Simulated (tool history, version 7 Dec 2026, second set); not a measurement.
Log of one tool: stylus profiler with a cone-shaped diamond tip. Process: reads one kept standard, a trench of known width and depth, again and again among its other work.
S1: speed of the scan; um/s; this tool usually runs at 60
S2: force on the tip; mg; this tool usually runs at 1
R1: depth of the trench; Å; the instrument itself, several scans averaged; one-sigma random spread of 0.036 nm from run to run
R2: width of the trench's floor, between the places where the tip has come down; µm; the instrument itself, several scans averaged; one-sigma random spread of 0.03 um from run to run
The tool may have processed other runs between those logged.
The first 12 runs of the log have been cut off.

run,hour,S1,S2,R1,R2
13,179.8,60,1,1012.8,16.9
14,199,60,1,1012.8,16.94
15,213.9,60,1,1013.6,16.96
# hour 215.9: height scale calibrated on a step standard
16,225.8,60,1,1014.2,16.94
17,234.4,149,0.41,1009.6,15.6
18,242.7,149,0.41,1009.8,15.68
# hour 253.9: height scale calibrated on a step standard, once more
19,256.3,189,0.41,1004.8,15.19
20,269.9,189,0.41,1005.9,15.17
21,279.9,224,1.63,1012.5,16.03
22,289.2,224,1.63,1012.6,16.05
23,297.9,224,1.63,1013.3,15.98
24,317.5,224,1.63,1012.8,16.04
25,333.2,73,2.06,1015.2,16.95
26,349,73,2.06,1015.7,16.91
27,360.1,60,0.4,1005.7,16.61
28,369.5,60,0.4,1005.4,16.59
# hour 382: new tip fitted, height scale calibrated
29,384.6,37,1.78,1012.9,17.81
30,402.7,20,1,1009.1,17.81
31,414.4,60,2.11,1014.8,17.67
32,423,16,1.57,1012.3,17.91

Here are 3 independent what-if runs from the current tool condition. What would each one return?
A,432.6,25,1.97,?,?
B,432.6,22,1.57,?,?
C,432.6,23,1.23,?,?

run,R1,R2
A,1014.6,17.9
B,1012.5,17.79
C,1010.6,17.8
Take away the tool's hidden state, keep each run's random variation, and the runs would have read:
run,R1,R2
A,1014.5,17.95
B,1012.4,17.84
C,1010.5,17.85
